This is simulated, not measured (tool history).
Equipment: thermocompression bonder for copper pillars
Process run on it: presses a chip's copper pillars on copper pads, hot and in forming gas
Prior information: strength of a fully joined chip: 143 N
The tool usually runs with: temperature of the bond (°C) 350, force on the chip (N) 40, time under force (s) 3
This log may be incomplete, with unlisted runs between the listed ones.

run,hour,temperature of the bond (°C),force on the chip (N),time under force (s),force that shears a chip off (N)
1,0.0,350,40,3,48.9
2,87.8,350,41,3,48.3
3,188.4,350,41,3,46.3
# hour 194.8: forming gas filter changed
4,291.5,350,41,3,49.5
5,389.3,350,41,3,49.6
6,460.3,350,41,3,48.1
7,529.3,360,41,3,52.0
8,599.2,360,41,3,50.4
# hour 608.6: forming gas filter changed
9,670.9,350,40,3,48.9
10,726.1,375,40,3,62.7
11,791.8,350,40,3,46.8
12,878.2,350,40,3,46.3
13,949.1,350,29,3,37.6
14,1005.8,350,29,3,36.8
# hour 1018.9: forming gas filter changed
15,1048.3,350,29,3,40.5
# hour 1111.2: force cell calibrated
16,1148.9,350,29,3,38.3
17,1240.2,350,29,2,30.5
18,1316.4,350,29,2,28.7
# hour 1333.1: heater calibrated with a thermocouple chip
19,1422.2,350,29,2,31.7
# hour 1434.1: forming gas filter changed
20,1509.3,325,31,6,43.7
21,1552.1,350,58,4,67.0
22,1614.8,350,58,4,67.1
23,1661.7,347,25,6,46.1
24,1732.0,347,58,6,72.3
25,1835.5,347,58,6,68.8
# hour 1843.9: forming gas filter changed
26,1884.0,377,40,4,72.2
27,1960.3,377,40,4,70.4
28,2061.5,377,40,4,67.4
29,2120.2,350,28,3,38.4
30,2209.2,372,40,2,48.3
# hour 2254.3: forming gas filter changed
31,2300.0,369,40,2,51.7
32,2351.5,369,40,2,50.6
33,2435.8,350,42,3,48.7
34,2520.2,367,40,3,55.0

Run 35 has not been measured yet. What should we expect?
35,2565.7,350,57,3,?

Run 35 gave force that shears a chip off (N) 55.2.
The same run, on a tool lacking any hidden state, would have yielded force that shears a chip off (N) 62.2.

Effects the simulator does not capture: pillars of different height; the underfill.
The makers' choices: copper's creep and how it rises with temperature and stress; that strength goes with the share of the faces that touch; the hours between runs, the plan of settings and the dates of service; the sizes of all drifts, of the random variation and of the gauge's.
